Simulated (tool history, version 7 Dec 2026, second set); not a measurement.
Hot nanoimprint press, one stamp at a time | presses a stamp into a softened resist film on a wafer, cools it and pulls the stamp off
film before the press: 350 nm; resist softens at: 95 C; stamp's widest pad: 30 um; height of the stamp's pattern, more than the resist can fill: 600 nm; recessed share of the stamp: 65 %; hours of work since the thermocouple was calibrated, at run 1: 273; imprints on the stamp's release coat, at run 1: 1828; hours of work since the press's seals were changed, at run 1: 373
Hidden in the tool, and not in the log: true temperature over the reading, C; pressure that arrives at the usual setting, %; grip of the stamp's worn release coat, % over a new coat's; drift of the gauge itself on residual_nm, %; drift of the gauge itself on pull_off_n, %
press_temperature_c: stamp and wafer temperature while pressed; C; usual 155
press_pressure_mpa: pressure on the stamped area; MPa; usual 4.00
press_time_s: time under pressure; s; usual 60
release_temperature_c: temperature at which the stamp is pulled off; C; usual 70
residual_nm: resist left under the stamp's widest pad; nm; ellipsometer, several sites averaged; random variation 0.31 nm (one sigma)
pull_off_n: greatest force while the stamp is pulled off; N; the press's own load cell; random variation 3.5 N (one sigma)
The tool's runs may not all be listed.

run	hour	press_temperature_c	press_pressure_mpa	press_time_s	release_temperature_c	hours of work since the thermocouple was calibrated	imprints on the stamp's release coat	hours of work since the press's seals were changed	residual_nm	pull_off_n
1	0.0	155	4.00	60	70	273	1828	373	177.0	291
# hour 46.0: plate thermocouple calibrated
2	52.9	155	4.00	60	70	3	1931	395	172.4	304
3	75.8	155	4.00	60	70	13	1978	404	172.7	293
4	108.6	155	4.00	59	70	27	2045	419	174.5	319
5	134.7	158	4.00	60	70	38	2099	430	156.1	325
6	157.5	158	3.66	60	70	48	2146	440	161.3	340
7	201.9	158	3.66	60	70	67	2237	459	161.4	327
8	227.5	158	3.66	60	70	78	2290	470	162.3	335
9	250.1	155	5.65	60	70	88	2336	480	151.0	339
# hour 266.8: stamp cleaned and given a new release coat
10	305.7	145	4.00	60	70	109	80	501	242.9	173
11	344.2	145	4.00	60	70	126	159	517	242.7	182
# hour 355.3: press's hydraulic seals changed and the load cell set to zero
12	399.0	145	4.00	60	70	146	256	19	242.0	185
13	449.2	145	4.00	60	70	167	359	40	242.9	189
14	483.8	145	4.00	60	70	182	430	55	242.7	191
15	524.0	155	4.00	33	70	200	513	73	213.9	200
16	546.2	155	3.16	33	62	209	558	82	230.3	222
17	591.6	155	3.16	33	62	229	652	102	230.1	222
18	641.2	155	3.16	33	62	250	754	123	231.0	233
19	664.5	155	3.16	33	62	260	802	133	230.5	239
20	707.7	155	3.16	33	62	279	891	152	231.3	248
# hour 738.0: plate thermocouple calibrated
21	760.8	155	6.30	33	62	10	994	173	180.9	248
22	809.0	155	6.30	33	62	31	1093	194	182.0	257
23	831.7	156	6.30	33	62	40	1140	204	175.2	260
24	855.0	156	6.30	33	62	50	1187	214	175.3	260
25	885.0	158	6.24	107	59	63	1249	227	100.4	280
26	915.6	158	4.55	51	59	76	1312	240	158.7	274
27	945.2	156	3.06	60	73	89	1373	253	186.9	252
28	987.2	156	3.06	120	75	107	1459	271	143.6	253
29	1030.6	150	4.00	31	70	126	1549	289	250.9	271

Measured less the same run without the tool's hidden state. The same run-to-run variation is in both; the gauge's scatter may not be:
run	residual_nm	pull_off_n
1	+4.1	+127
2	+0.2	+136
3	+0.4	+134
4	+0.6	+148
5	+0.8	+152
6	+0.9	+162
7	+1.0	+159
8	+1.2	+166
9	+1.8	+171
10	+2.0	+5
11	+2.2	+10
12	+1.3	+16
13	+1.8	+23
14	+2.0	+27
15	+2.0	+33
16	+2.1	+39
17	+2.4	+45
18	+2.7	+53
19	+2.8	+57
20	+3.1	+64
21	+1.2	+71
22	+1.6	+78
23	+1.8	+82
24	+1.9	+84
25	+1.4	+93
26	+2.0	+95
27	+2.1	+91
28	+2.1	+95
29	+2.9	+105

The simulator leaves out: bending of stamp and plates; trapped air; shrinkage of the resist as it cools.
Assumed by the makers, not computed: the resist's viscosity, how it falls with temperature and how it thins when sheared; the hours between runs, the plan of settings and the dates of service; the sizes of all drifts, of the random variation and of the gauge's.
